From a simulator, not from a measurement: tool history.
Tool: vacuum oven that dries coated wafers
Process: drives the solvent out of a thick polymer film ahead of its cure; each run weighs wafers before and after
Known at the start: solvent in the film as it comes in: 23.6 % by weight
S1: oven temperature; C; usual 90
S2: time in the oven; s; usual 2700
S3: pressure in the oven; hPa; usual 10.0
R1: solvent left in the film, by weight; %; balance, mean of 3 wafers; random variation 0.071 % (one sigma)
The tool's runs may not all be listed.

run	hour	S1	S2	S3	R1
1	0.0	90	2700	10.0	5.46
2	31.5	90	2040	10.0	7.42
3	48.7	90	2040	10.0	7.40
4	70.1	90	2580	10.0	5.83
5	96.3	90	2580	10.0	5.60
6	126.7	90	2580	10.0	5.75
7	167.9	98	2580	10.0	2.76
8	187.2	98	2580	10.0	2.71
# hour 191.3: vacuum gauge cleaned of residue and calibrated
9	208.2	105	2700	10.0	1.17
10	238.9	79	2700	32.9	11.77
11	272.5	79	2700	32.9	11.95
12	304.9	79	2700	32.9	12.04
# hour 333.9: vacuum gauge cleaned of residue and calibrated, once more
13	347.4	79	2760	7.8	10.14
14	366.0	102	3000	9.7	1.30
15	383.8	102	3000	9.7	1.36
16	408.5	102	3000	9.7	1.27
17	438.4	102	3000	9.7	1.35

The same runs without the tool's hidden state, with the same run-to-run variation:
The hidden state here: true wafer temperature over the reading, C; true pressure over the reading, kPa; drift of the gauge itself on solvent_pct, %.
run	R1
1	5.14
2	7.07
3	7.05
4	5.47
5	5.24
6	5.38
7	2.49
8	2.43
9	0.99
10	11.28
11	11.45
12	11.52
13	9.73
14	1.15
15	1.21
16	1.12
17	1.19
